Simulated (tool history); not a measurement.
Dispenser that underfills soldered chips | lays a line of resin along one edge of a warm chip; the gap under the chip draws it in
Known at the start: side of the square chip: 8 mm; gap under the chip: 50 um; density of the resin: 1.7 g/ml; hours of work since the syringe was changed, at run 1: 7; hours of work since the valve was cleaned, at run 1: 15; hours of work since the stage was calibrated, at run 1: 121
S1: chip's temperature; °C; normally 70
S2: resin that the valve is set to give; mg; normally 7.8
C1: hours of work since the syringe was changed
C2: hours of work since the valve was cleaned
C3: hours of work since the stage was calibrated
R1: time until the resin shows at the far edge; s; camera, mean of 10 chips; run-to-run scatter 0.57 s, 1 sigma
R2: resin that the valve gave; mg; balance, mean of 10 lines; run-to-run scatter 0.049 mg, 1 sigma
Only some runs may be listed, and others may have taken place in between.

run 1 hour=0 | S1=70 S2=7.8 | C1=7 C2=15 C3=121 | R1=72.4 R2=7.63
-- hour=4.1 new syringe of resin
run 2 hour=5.9 | S1=70 S2=9.19 | C1=1 C2=19 C3=125 | R1=53.4 R2=9.1
run 3 hour=10.7 | S1=70 S2=9.19 | C1=5 C2=23 C3=129 | R1=65.7 R2=9.06
-- hour=17.2 new syringe of resin
run 4 hour=19.8 | S1=70 S2=9.19 | C1=2 C2=29 C3=135 | R1=54.9 R2=9.08
run 5 hour=27.4 | S1=70 S2=7.8 | C1=7 C2=35 C3=140 | R1=77.9 R2=7.6
-- hour=30 new syringe of resin
run 6 hour=31.7 | S1=70 S2=7.8 | C1=1 C2=37 C3=143 | R1=53.7 R2=7.62
run 7 hour=40 | S1=70 S2=7.8 | C1=7 C2=43 C3=149 | R1=76.4 R2=7.57
-- hour=43.4 new syringe of resin
run 8 hour=45.2 | S1=70 S2=7.8 | C1=1 C2=47 C3=153 | R1=55 R2=7.61
run 9 hour=53.8 | S1=70 S2=7.8 | C1=7 C2=53 C3=159 | R1=77.1 R2=7.65
-- hour=56.4 new syringe of resin
run 10 hour=61.3 | S1=70 S2=7.8 | C1=3 C2=58 C3=164 | R1=62.3 R2=7.55
run 11 hour=67 | S1=70 S2=7.8 | C1=8 C2=62 C3=168 | R1=79.3 R2=7.46
-- hour=69.3 new syringe of resin
run 12 hour=71.1 | S1=70 S2=7.8 | C1=1 C2=65 C3=171 | R1=55.9 R2=7.46
run 13 hour=76 | S1=70 S2=7.8 | C1=5 C2=68 C3=174 | R1=68 R2=7.39
-- hour=82.2 new syringe of resin
run 14 hour=82.2 | S1=70 S2=7.75 | C1=0 C2=73 C3=178 | R1=52.2 R2=7.32
run 15 hour=87.9 | S1=70 S2=7.75 | C1=4 C2=77 C3=182 | R1=64.8 R2=7.31
run 16 hour=91.6 | S1=70 S2=7.75 | C1=7 C2=79 C3=185 | R1=76.3 R2=7.27
-- hour=95.1 new syringe of resin
run 17 hour=95.8 | S1=55 S2=7.8 | C1=0 C2=82 C3=188 | R1=114.3 R2=7.49
run 18 hour=100.4 | S1=55 S2=7.8 | C1=4 C2=85 C3=191 | R1=137.1 R2=7.42
-- hour=108 new syringe of resin
run 19 hour=109.2 | S1=62 S2=8.53 | C1=1 C2=91 C3=197 | R1=81 R2=8
run 20 hour=117.4 | S1=61 S2=6.67 | C1=7 C2=97 C3=203 | R1=127.4 R2=6.19
-- hour=120.8 new syringe of resin
run 21 hour=125.3 | S1=83 S2=6.92 | C1=3 C2=103 C3=208 | R1=35.4 R2=6.53
-- hour=133.7 new syringe of resin
run 22 hour=133.7 | S1=81 S2=7.87 | C1=0 C2=108 C3=214 | R1=30.4 R2=7.33
run 23 hour=140.5 | S1=81 S2=7.87 | C1=5 C2=113 C3=219 | R1=40.9 R2=7.24
-- hour=146.5 new syringe of resin
run 24 hour=149.9 | S1=73 S2=8.55 | C1=2 C2=120 C3=226 | R1=50.7 R2=7.96
run 25 hour=158.3 | S1=56 S2=7.49 | C1=8 C2=126 C3=231 | R1=179.8 R2=6.91
-- hour=159.5 new syringe of resin
run 26 hour=164.9 | S1=56 S2=7.49 | C1=4 C2=130 C3=236 | R1=141.1 R2=6.94
-- hour=172.5 new syringe of resin
run 27 hour=173.9 | S1=79 S2=9.54 | C1=1 C2=136 C3=242 | R1=33.7 R2=8.72
run 28 hour=182.9 | S1=79 S2=9.54 | C1=7 C2=143 C3=249 | R1=48.7 R2=8.66
-- hour=185.6 new syringe of resin
-- hour=188.1 dispensing valve cleaned and set on the balance
run 29 hour=188.2 | S1=70 S2=6.81 | C1=1 C2=0 C3=251 | R1=55.1 R2=6.91
run 30 hour=193 | S1=58 S2=7.8 | C1=5 C2=4 C3=255 | R1=120.7 R2=7.69
-- hour=199.7 new syringe of resin
run 31 hour=200.3 | S1=70 S2=8.72 | C1=0 C2=9 C3=260 | R1=53 R2=8.58
run 32 hour=207.6 | S1=70 S2=8.72 | C1=6 C2=14 C3=265 | R1=69.8 R2=8.58
-- hour=212.8 new syringe of resin
run 33 hour=213.3 | S1=65 S2=7.79 | C1=0 C2=18 C3=269 | R1=68 R2=7.69
run 34 hour=220.5 | S1=60 S2=9.65 | C1=5 C2=23 C3=274 | R1=117.4 R2=9.54
-- hour=225.5 new syringe of resin
run 35 hour=229.1 | S1=56 S2=9.91 | C1=3 C2=29 C3=280 | R1=125.6 R2=9.71

Alternative continuations, all from the tool just after run 35; predict every row:
run A hour=236.7 | S1=64 S2=6.91 | C1=8 C2=34 C3=285 | R1=? R2=?
run B hour=236.7 | S1=74 S2=7.8 | C1=8 C2=34 C3=285 | R1=? R2=?
run C hour=236.7 | S1=65 S2=6.9 | C1=8 C2=34 C3=285 | R1=? R2=?

run=A R1=116.8 R2=6.75
run=B R1=67.5 R2=7.58
run=C R1=112 R2=6.67
Stripped of hidden state, with their random variation kept, the same runs would have yielded:
run=A R1=67.9 R2=6.9
run=B R1=39.5 R2=7.75
run=C R1=65.2 R2=6.82
